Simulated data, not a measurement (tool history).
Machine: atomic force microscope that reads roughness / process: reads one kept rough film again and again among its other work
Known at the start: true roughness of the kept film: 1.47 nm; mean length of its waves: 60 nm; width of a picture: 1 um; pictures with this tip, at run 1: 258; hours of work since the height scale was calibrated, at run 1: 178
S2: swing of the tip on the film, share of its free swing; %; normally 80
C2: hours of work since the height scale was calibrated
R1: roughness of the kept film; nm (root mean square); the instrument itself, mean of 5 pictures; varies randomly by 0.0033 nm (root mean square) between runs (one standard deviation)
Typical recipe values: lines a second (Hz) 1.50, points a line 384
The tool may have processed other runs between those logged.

{"run": 1, "hour": 0.0, "lines a second (Hz)": 1.5, "S2": 80, "points a line": 384, "pictures with this tip": 258, "C2": 178, "R1": 1.315}
{"run": 2, "hour": 10.6, "lines a second (Hz)": 1.5, "S2": 80, "points a line": 384, "pictures with this tip": 268, "C2": 183, "R1": 1.315}
{"hour": 18.9, "done": "new tip fitted"}
{"run": 3, "hour": 21.0, "lines a second (Hz)": 1.5, "S2": 55, "points a line": 384, "pictures with this tip": 2, "C2": 187, "R1": 1.422}
{"run": 4, "hour": 32.5, "lines a second (Hz)": 1.5, "S2": 55, "points a line": 384, "pictures with this tip": 12, "C2": 192, "R1": 1.424}
{"run": 5, "hour": 42.5, "lines a second (Hz)": 1.5, "S2": 55, "points a line": 384, "pictures with this tip": 21, "C2": 196, "R1": 1.424}
{"run": 6, "hour": 49.0, "lines a second (Hz)": 1.5, "S2": 80, "points a line": 384, "pictures with this tip": 27, "C2": 199, "R1": 1.32}
{"run": 7, "hour": 57.4, "lines a second (Hz)": 1.5, "S2": 80, "points a line": 384, "pictures with this tip": 35, "C2": 202, "R1": 1.315}
{"run": 8, "hour": 68.7, "lines a second (Hz)": 1.5, "S2": 80, "points a line": 384, "pictures with this tip": 45, "C2": 207, "R1": 1.321}
{"run": 9, "hour": 77.3, "lines a second (Hz)": 1.5, "S2": 80, "points a line": 384, "pictures with this tip": 53, "C2": 211, "R1": 1.316}
{"run": 10, "hour": 82.1, "lines a second (Hz)": 1.5, "S2": 80, "points a line": 384, "pictures with this tip": 57, "C2": 213, "R1": 1.321}
{"run": 11, "hour": 92.6, "lines a second (Hz)": 1.5, "S2": 80, "points a line": 756, "pictures with this tip": 67, "C2": 217, "R1": 1.317}
{"run": 12, "hour": 101.9, "lines a second (Hz)": 1.5, "S2": 80, "points a line": 756, "pictures with this tip": 75, "C2": 221, "R1": 1.323}
{"run": 13, "hour": 108.0, "lines a second (Hz)": 2.87, "S2": 87, "points a line": 384, "pictures with this tip": 81, "C2": 224, "R1": 1.136}
{"run": 14, "hour": 113.0, "lines a second (Hz)": 1.5, "S2": 58, "points a line": 384, "pictures with this tip": 85, "C2": 226, "R1": 1.41}
{"run": 15, "hour": 124.5, "lines a second (Hz)": 1.5, "S2": 58, "points a line": 384, "pictures with this tip": 96, "C2": 230, "R1": 1.414}
{"run": 16, "hour": 134.2, "lines a second (Hz)": 1.5, "S2": 80, "points a line": 582, "pictures with this tip": 105, "C2": 235, "R1": 1.319}

Hidden state at the last listed run before each entry between runs and at the first one after, where it differs:
After run 2, before run 3: new tip fitted (hour 18.9)
  radius of the tip, nm: 5.5 -> 5
